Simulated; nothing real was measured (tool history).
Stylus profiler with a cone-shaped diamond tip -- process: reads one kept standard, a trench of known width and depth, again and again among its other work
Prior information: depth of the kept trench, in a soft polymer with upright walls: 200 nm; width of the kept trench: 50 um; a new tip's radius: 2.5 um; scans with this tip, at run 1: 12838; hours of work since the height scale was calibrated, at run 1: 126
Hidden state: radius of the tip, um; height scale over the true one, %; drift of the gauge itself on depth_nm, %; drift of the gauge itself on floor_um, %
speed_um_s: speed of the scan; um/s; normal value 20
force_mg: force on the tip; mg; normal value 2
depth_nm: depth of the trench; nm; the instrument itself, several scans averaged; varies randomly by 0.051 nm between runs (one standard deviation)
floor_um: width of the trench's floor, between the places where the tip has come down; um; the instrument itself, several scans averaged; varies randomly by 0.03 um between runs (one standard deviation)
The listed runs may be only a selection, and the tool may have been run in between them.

run,hour,speed_um_s,force_mg,scans with this tip,hours of work since the height scale was calibrated,depth_nm,floor_um
1,0,20,2,12838,126,201.86,47.52
2,35.2,15,2,13103,150,202,47.5
3,72.1,20,2,13382,175,201.94,47.46
4,121,20,2,13751,209,201.95,47.47
5,166.6,20,2,14095,240,201.98,47.47
6,209.3,20,2,14417,269,202,47.45
7,243.2,20,2,14673,292,202.03,47.44
8,266.6,20,2,14849,308,202.09,47.42
# hour 270.9: height scale calibrated on a step standard
9,306.3,11,5.76,15145,24,204.05,47.43
10,334.3,15,1.16,15356,43,201.52,47.39
# hour 378.3: height scale calibrated on a step standard, once more
11,382,47,2,15713,3,202,47.32
12,417,7,1.43,15976,27,201.55,47.42
13,462.5,7,1.43,16320,58,201.61,47.42
14,492.6,22,1.9,16547,78,201.85,47.4
15,531.6,17,5.39,16841,105,203.74,47.37
16,562.4,8,2.5,17073,126,202.24,47.37

Below are 3 alternative next runs, each starting from the tool's condition after run 16. Predict each:
A,584.9,6,0.8,17243,141,?,?
B,584.9,12,2,17243,141,?,?
C,584.9,8,2.94,17243,141,?,?

run,depth_nm,floor_um
A,201.01,47.42
B,201.98,47.34
C,202.57,47.35
With the hidden condition removed and each run's random variation left untouched, the same runs would have given:
run,depth_nm,floor_um
A,201,48.08
B,201.98,48
C,202.56,48
